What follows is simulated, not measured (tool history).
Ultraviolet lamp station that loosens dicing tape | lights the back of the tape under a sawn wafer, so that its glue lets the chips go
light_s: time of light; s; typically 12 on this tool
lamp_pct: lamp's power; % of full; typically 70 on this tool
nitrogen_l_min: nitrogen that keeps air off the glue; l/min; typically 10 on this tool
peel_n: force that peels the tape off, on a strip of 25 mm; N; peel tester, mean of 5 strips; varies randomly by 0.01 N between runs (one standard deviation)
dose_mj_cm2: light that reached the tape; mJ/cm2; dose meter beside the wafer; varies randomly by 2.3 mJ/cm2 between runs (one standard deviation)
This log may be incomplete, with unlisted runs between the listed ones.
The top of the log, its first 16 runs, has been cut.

run	hour	light_s	lamp_pct	nitrogen_l_min	hours of work of the lamp	hours of work since the window was cleaned	peel_n	dose_mj_cm2
17	428.1	12	70	10	433	126	0.611	177
18	459.9	22	85	12	452	145	0.215	385
19	499.1	12	67	8	476	169	0.778	164
20	527.8	12	71	5	494	187	0.959	173
21	555.5	7	71	5	511	204	1.854	100
22	579.5	7	74	20	526	219	1.132	99
23	601.8	12	86	6	539	232	0.659	199
24	627.8	12	88	6	555	248	0.665	197
25	657.2	12	88	6	573	266	0.652	193
# hour 669.9: window cleaned of glue's vapour
26	694.7	12	74	5	596	15	0.834	185
27	727.5	11	70	14	616	35	0.617	152
28	763.5	17	70	10	638	58	0.373	239
29	796.2	12	70	5	658	78	1.015	163
30	839.2	12	70	5	685	104	1.018	159
31	866.5	13	65	6	702	121	0.957	157

Alternative continuations, all from the tool just after run 31; predict every row:
A	888.8	12	70	11	715	134	?	?
B	888.8	12	77	10	715	134	?	?
C	888.8	17	65	6	715	134	?	?

run	peel_n	dose_mj_cm2
A	0.726	156
B	0.601	172
C	0.633	205
What these runs would have given with no unlogged condition in the tool:
run	peel_n	dose_mj_cm2
A	0.424	214
B	0.350	237
C	0.368	282

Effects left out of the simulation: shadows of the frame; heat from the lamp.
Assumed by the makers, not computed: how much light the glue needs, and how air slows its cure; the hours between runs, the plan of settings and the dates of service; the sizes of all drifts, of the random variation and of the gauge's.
